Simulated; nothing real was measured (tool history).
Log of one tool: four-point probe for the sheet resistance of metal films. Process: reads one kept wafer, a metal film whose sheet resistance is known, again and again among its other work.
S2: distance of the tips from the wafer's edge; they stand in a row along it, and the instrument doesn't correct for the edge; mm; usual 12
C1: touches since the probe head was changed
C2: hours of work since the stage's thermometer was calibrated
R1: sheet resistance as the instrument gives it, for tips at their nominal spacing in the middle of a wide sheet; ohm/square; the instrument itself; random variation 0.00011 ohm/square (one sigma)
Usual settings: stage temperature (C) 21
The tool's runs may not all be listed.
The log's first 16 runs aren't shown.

-- hour=1528.2 stage's thermometer calibrated
run 17 hour=1627.8 | stage_temperature_(C)=21 S2=12 | C1=100133 C2=65 | R1=0.545658
run 18 hour=1748.8 | stage_temperature_(C)=21 S2=12 | C1=103631 C2=143 | R1=0.545780
run 19 hour=1885.3 | stage_temperature_(C)=21 S2=12 | C1=107572 C2=232 | R1=0.545634
run 20 hour=1987.1 | stage_temperature_(C)=21 S2=12 | C1=110515 C2=298 | R1=0.545620
run 21 hour=2094.5 | stage_temperature_(C)=21 S2=15 | C1=113617 C2=367 | R1=0.544433
run 22 hour=2186.5 | stage_temperature_(C)=34 S2=5 | C1=116275 C2=427 | R1=0.561110
run 23 hour=2246.2 | stage_temperature_(C)=34 S2=5 | C1=118000 C2=466 | R1=0.561422
run 24 hour=2320.8 | stage_temperature_(C)=24 S2=52 | C1=120154 C2=514 | R1=0.542728
run 25 hour=2386.7 | stage_temperature_(C)=24 S2=52 | C1=122057 C2=557 | R1=0.542760
run 26 hour=2466.8 | stage_temperature_(C)=28 S2=26 | C1=124372 C2=609 | R1=0.543664
run 27 hour=2596.3 | stage_temperature_(C)=24 S2=53 | C1=128113 C2=693 | R1=0.542779
run 28 hour=2692.0 | stage_temperature_(C)=24 S2=4 | C1=130878 C2=755 | R1=0.570604
run 29 hour=2804.4 | stage_temperature_(C)=24 S2=4 | C1=134125 C2=827 | R1=0.570467
run 30 hour=2939.7 | stage_temperature_(C)=21 S2=6 | C1=138035 C2=915 | R1=0.555292
run 31 hour=3055.3 | stage_temperature_(C)=34 S2=15 | C1=141373 C2=990 | R1=0.545176
run 32 hour=3120.7 | stage_temperature_(C)=34 S2=15 | C1=143263 C2=1033 | R1=0.545152
run 33 hour=3228.9 | stage_temperature_(C)=34 S2=45 | C1=146388 C2=1103 | R1=0.543542
run 34 hour=3333.8 | stage_temperature_(C)=34 S2=45 | C1=149419 C2=1171 | R1=0.543243
run 35 hour=3441.4 | stage_temperature_(C)=21 S2=5 | C1=152526 C2=1240 | R1=0.560709
run 36 hour=3579.4 | stage_temperature_(C)=21 S2=27 | C1=156516 C2=1330 | R1=0.543186
run 37 hour=3679.7 | stage_temperature_(C)=21 S2=27 | C1=159413 C2=1395 | R1=0.543237
run 38 hour=3737.5 | stage_temperature_(C)=25 S2=39 | C1=161081 C2=1432 | R1=0.543023
run 39 hour=3819.9 | stage_temperature_(C)=19 S2=22 | C1=163461 C2=1486 | R1=0.543508

Forecast each of these 5 alternatives for the next run:
run A hour=3924.9 | stage_temperature_(C)=26 S2=12 | C1=166496 C2=1554 | R1=?
run B hour=3924.9 | stage_temperature_(C)=22 S2=27 | C1=166496 C2=1554 | R1=?
run C hour=3924.9 | stage_temperature_(C)=22 S2=12 | C1=166496 C2=1554 | R1=?
run D hour=3924.9 | stage_temperature_(C)=22 S2=12 | C1=166496 C2=1554 | R1=?
run E hour=3924.9 | stage_temperature_(C)=18 S2=13 | C1=166496 C2=1554 | R1=?

run=A R1=0.545918
run=B R1=0.543179
run=C R1=0.545762
run=D R1=0.545690
run=E R1=0.545175
Without the tool's hidden state the same runs would have given:
run=A R1=0.545830
run=B R1=0.543091
run=C R1=0.545673
run=D R1=0.545601
run=E R1=0.545087
